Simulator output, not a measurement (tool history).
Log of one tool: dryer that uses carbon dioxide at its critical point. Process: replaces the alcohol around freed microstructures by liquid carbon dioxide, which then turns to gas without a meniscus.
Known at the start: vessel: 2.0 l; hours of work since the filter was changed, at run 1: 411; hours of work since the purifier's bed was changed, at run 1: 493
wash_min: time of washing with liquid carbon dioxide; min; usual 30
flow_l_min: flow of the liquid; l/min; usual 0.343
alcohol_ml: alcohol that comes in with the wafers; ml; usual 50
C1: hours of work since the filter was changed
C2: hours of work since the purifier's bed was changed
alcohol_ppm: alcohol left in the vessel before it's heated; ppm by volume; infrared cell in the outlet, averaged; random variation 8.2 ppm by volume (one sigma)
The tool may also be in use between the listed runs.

Run 1, hour 0.0: usual settings; C1 411; C2 493. Result: alcohol_ppm 651 ppm by volume.
Run 2, hour 40.2: usual settings but wash_min 21 min; C1 428; C2 510. Result: alcohol_ppm 1857 ppm by volume.
Run 3, hour 59.6: usual settings but wash_min 21 min; C1 436; C2 519. Result: alcohol_ppm 1891 ppm by volume.
Run 4, hour 84.3: usual settings but wash_min 21 min; C1 447; C2 529. Result: alcohol_ppm 1902 ppm by volume.
Run 5, hour 103.1: usual settings but wash_min 21 min; C1 455; C2 537. Result: alcohol_ppm 1952 ppm by volume.
Run 6, hour 128.6: usual settings but wash_min 21 min; C1 466; C2 548. Result: alcohol_ppm 1928 ppm by volume.
Run 7, hour 149.4: usual settings but wash_min 21 min; C1 475; C2 557. Result: alcohol_ppm 1904 ppm by volume.
Run 8, hour 167.4: usual settings but wash_min 21 min; C1 483; C2 565. Result: alcohol_ppm 1918 ppm by volume.
Run 9, hour 194.0: usual settings but wash_min 21 min; C1 494; C2 576. Result: alcohol_ppm 1930 ppm by volume.
Run 10, hour 215.7: usual settings but wash_min 21 min; C1 504; C2 586. Result: alcohol_ppm 1963 ppm by volume.
Run 11, hour 240.9: usual settings; C1 514; C2 596. Result: alcohol_ppm 682 ppm by volume.
Run 12, hour 264.3: usual settings; C1 524; C2 607. Result: alcohol_ppm 697 ppm by volume.
Run 13, hour 291.5: usual settings but alcohol_ml 114 ml; C1 536; C2 618. Result: alcohol_ppm 1477 ppm by volume.
Run 14, hour 309.9: usual settings but alcohol_ml 114 ml; C1 544; C2 626. Result: alcohol_ppm 1519 ppm by volume.
Run 15, hour 336.1: usual settings but alcohol_ml 114 ml; C1 555; C2 637. Result: alcohol_ppm 1527 ppm by volume.
Run 16, hour 357.1: usual settings but alcohol_ml 114 ml; C1 564; C2 646. Result: alcohol_ppm 1553 ppm by volume.
At hour 372.1: inlet filter changed.
Run 17, hour 391.3: usual settings but alcohol_ml 114 ml; C1 8; C2 661. Result: alcohol_ppm 1056 ppm by volume.
Run 18, hour 408.7: usual settings but alcohol_ml 114 ml; C1 16; C2 668. Result: alcohol_ppm 1055 ppm by volume.
Run 19, hour 447.6: usual settings but alcohol_ml 114 ml; C1 32; C2 685. Result: alcohol_ppm 1095 ppm by volume.
Run 20, hour 486.5: usual settings but wash_min 23 min, flow_l_min 0.482 l/min, alcohol_ml 25 ml; C1 49; C2 702. Result: alcohol_ppm 211 ppm by volume.
Run 21, hour 516.3: usual settings but wash_min 48 min, flow_l_min 0.226 l/min, alcohol_ml 83 ml; C1 62; C2 714. Result: alcohol_ppm 759 ppm by volume.
Run 22, hour 549.6: usual settings but flow_l_min 0.429 l/min; C1 76; C2 729. Result: alcohol_ppm 241 ppm by volume.
Run 23, hour 587.4: usual settings but flow_l_min 0.429 l/min; C1 93; C2 745. Result: alcohol_ppm 233 ppm by volume.
Run 24, hour 604.9: usual settings but wash_min 39 min, flow_l_min 0.381 l/min, alcohol_ml 88 ml; C1 100; C2 753. Result: alcohol_ppm 206 ppm by volume.
Run 25, hour 634.5: usual settings but wash_min 38 min, alcohol_ml 49 ml; C1 113; C2 765. Result: alcohol_ppm 236 ppm by volume.
Run 26, hour 667.2: usual settings but wash_min 38 min, alcohol_ml 49 ml; C1 127; C2 779. Result: alcohol_ppm 239 ppm by volume.
Run 27, hour 702.3: usual settings but flow_l_min 0.449 l/min; C1 142; C2 794. Result: alcohol_ppm 198 ppm by volume.
Run 28, hour 729.2: usual settings but wash_min 28 min, flow_l_min 0.424 l/min; C1 154; C2 806. Result: alcohol_ppm 317 ppm by volume.

4 ways to go on from here, each from the tool as it stands after run 28. What would each give?
Run A, hour 762.5: usual settings but flow_l_min 0.250 l/min, alcohol_ml 87 ml; C1 168; C2 820. Result: alcohol_ppm ?.
Run B, hour 762.5: usual settings but flow_l_min 0.398 l/min, alcohol_ml 46 ml; C1 168; C2 820. Result: alcohol_ppm ?.
Run C, hour 762.5: usual settings but wash_min 25 min, flow_l_min 0.424 l/min; C1 168; C2 820. Result: alcohol_ppm ?.
Run D, hour 762.5: usual settings but flow_l_min 0.352 l/min; C1 168; C2 820. Result: alcohol_ppm ?.

run  alcohol_ppm
  A         2729
  B          316
  C          487
  D          546
Without the tool's hidden state the same runs would have given:
run  alcohol_ppm
  A         2393
  B          206
  C          357
  D          408
